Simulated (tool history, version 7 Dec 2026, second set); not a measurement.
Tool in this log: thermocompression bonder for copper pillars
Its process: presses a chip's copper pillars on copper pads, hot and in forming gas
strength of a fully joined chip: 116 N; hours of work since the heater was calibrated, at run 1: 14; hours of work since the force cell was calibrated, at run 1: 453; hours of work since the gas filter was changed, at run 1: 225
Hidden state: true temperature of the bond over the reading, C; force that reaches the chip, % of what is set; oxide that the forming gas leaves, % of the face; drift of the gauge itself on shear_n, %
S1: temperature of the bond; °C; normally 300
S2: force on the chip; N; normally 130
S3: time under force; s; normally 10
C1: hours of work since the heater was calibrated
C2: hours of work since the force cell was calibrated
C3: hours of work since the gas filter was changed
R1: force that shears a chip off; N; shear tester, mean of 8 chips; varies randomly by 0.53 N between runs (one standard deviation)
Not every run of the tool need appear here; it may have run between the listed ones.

run     day   S1   S2  S3   C1   C2   C3    R1
  1       0  300  130  10   14  453  225  69.2
  2   0.608  300  130  10   21  460  233  68.6
  3   1.129  300  130  10   28  466  239  68.6
  4   1.954  300  130  10   37  476  249  69.2
  5    2.95  300  130  10   49  488  260  68.3
  6   3.496  300  130  10   56  494  267  68.5
  7   4.292  300  161  10   65  504  276  74.5
  8   5.362  300  161  10   78  516  289  73.5
  9   6.154  300  161  10   87  526  298    73
 10   6.792  300  161  10   95  533  306  73.8
 11   7.962  300  161  10  108  547  320  72.5
 12   8.988  309  130  10  120  559  332  72.1
 13  10.146  309  130  10  134  573  345  72.2
 14  11.188  309  130  10  146  585  358    72
 15  12.075  315   89   9  157  596  368    63
     12.225  -- heater calibrated with a thermocouple chip
 16   13.15  309  168   9   11  607  380  75.3
 17  13.983  298  139  10   21  617  390  67.7
 18  14.667  320   95  15   29  625  398  75.7
 19  15.458  320   95  15   38  635  407  75.8
 20  16.412  324  190   6   49  646  418    77
     16.892  -- forming gas filter changed
     17.112  -- heater calibrated with a thermocouple chip, once more
 21  17.358  307   86  10    3  656    5  65.2
 22  18.154  308  156  10   12  665   14  81.9
 23  19.175  329  103   5   24  677   26  66.3
 24  20.033  300  111   8   35  687   36  63.3
 25  20.758  292  130  12   43  696   45  70.7
 26  21.662  292  130  12   54  707   55    71
 27  22.362  292  130  12   62  715   64  70.9

4 options for the next run, each taken on its own from the tool as it stands now. Forecast them:
  A  22.942  326  151  17  69  722  70   ?
  B  22.942  309   96  10  69  722  70   ?
  C  22.942  327  108  10  69  722  70   ?
  D  22.942  292  130  18  69  722  70   ?

run    R1
  A  98.1
  B  69.3
  C  81.3
  D  79.5
Without the tool's hidden state the same runs would have given:
run    R1
  A   100
  B  70.5
  C  82.9
  D  80.9

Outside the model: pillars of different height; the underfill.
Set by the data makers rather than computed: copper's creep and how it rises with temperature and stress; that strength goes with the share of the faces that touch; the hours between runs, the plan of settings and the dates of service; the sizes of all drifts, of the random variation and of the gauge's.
